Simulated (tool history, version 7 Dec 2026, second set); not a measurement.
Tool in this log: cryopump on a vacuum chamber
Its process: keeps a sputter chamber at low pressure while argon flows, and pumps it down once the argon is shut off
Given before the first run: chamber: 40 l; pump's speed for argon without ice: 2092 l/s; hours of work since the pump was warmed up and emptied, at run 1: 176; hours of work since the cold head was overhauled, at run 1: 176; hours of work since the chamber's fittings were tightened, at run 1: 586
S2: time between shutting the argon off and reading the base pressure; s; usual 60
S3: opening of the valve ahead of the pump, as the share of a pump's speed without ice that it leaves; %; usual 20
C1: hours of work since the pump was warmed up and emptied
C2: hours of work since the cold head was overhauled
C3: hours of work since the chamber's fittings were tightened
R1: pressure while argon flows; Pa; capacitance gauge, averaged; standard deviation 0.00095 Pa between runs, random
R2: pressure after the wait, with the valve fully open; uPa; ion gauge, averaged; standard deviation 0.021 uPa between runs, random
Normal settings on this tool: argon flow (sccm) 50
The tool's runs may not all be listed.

run 1 day=0 | argon_flow_(sccm)=50 S2=60 S3=20 | C1=176 C2=176 C3=586 | R1=0.2043 R2=0.68
run 2 day=0.542 | argon_flow_(sccm)=50 S2=60 S3=29 | C1=184 C2=184 C3=594 | R1=0.1418 R2=0.65
run 3 day=1.017 | argon_flow_(sccm)=50 S2=60 S3=29 | C1=191 C2=191 C3=601 | R1=0.1425 R2=0.63
run 4 day=1.575 | argon_flow_(sccm)=50 S2=60 S3=29 | C1=199 C2=199 C3=610 | R1=0.1422 R2=0.69
run 5 day=1.854 | argon_flow_(sccm)=42 S2=60 S3=20 | C1=203 C2=203 C3=614 | R1=0.171 R2=0.66
run 6 day=2.329 | argon_flow_(sccm)=42 S2=60 S3=20 | C1=211 C2=211 C3=621 | R1=0.172 R2=0.67
run 7 day=2.938 | argon_flow_(sccm)=42 S2=60 S3=20 | C1=220 C2=220 C3=630 | R1=0.1725 R2=0.69
run 8 day=3.558 | argon_flow_(sccm)=26 S2=60 S3=20 | C1=229 C2=229 C3=639 | R1=0.1064 R2=0.66
run 9 day=4.217 | argon_flow_(sccm)=26 S2=66 S3=20 | C1=239 C2=239 C3=649 | R1=0.106 R2=0.64
run 10 day=4.588 | argon_flow_(sccm)=50 S2=60 S3=20 | C1=244 C2=244 C3=655 | R1=0.2056 R2=0.65
run 11 day=5.108 | argon_flow_(sccm)=50 S2=60 S3=30 | C1=252 C2=252 C3=663 | R1=0.1366 R2=0.64
run 12 day=5.679 | argon_flow_(sccm)=50 S2=60 S3=20 | C1=261 C2=261 C3=671 | R1=0.2046 R2=0.64
run 13 day=6.196 | argon_flow_(sccm)=50 S2=60 S3=39 | C1=268 C2=268 C3=679 | R1=0.1067 R2=0.68
run 14 day=6.8 | argon_flow_(sccm)=50 S2=60 S3=39 | C1=277 C2=277 C3=688 | R1=0.1057 R2=0.66
run 15 day=7.375 | argon_flow_(sccm)=50 S2=60 S3=39 | C1=286 C2=286 C3=697 | R1=0.1059 R2=0.67
run 16 day=7.9 | argon_flow_(sccm)=50 S2=91 S3=20 | C1=294 C2=294 C3=704 | R1=0.2064 R2=0.56
run 17 day=8.475 | argon_flow_(sccm)=34 S2=234 S3=37 | C1=303 C2=303 C3=713 | R1=0.0755 R2=0.44
run 18 day=9.042 | argon_flow_(sccm)=20 S2=234 S3=38 | C1=311 C2=311 C3=721 | R1=0.0444 R2=0.43
run 19 day=9.512 | argon_flow_(sccm)=77 S2=65 S3=38 | C1=318 C2=318 C3=729 | R1=0.1695 R2=0.65

Predict the results of run 20:
run 20 day=10.058 | argon_flow_(sccm)=50 S2=60 S3=25 | C1=326 C2=326 C3=737 | R1=? R2=?

R1: 0.166 Pa
R2: 0.67 uPa
The same run, on a tool lacking any hidden state, would have yielded R1 0.1624 Pa, R2 0.44 uPa.

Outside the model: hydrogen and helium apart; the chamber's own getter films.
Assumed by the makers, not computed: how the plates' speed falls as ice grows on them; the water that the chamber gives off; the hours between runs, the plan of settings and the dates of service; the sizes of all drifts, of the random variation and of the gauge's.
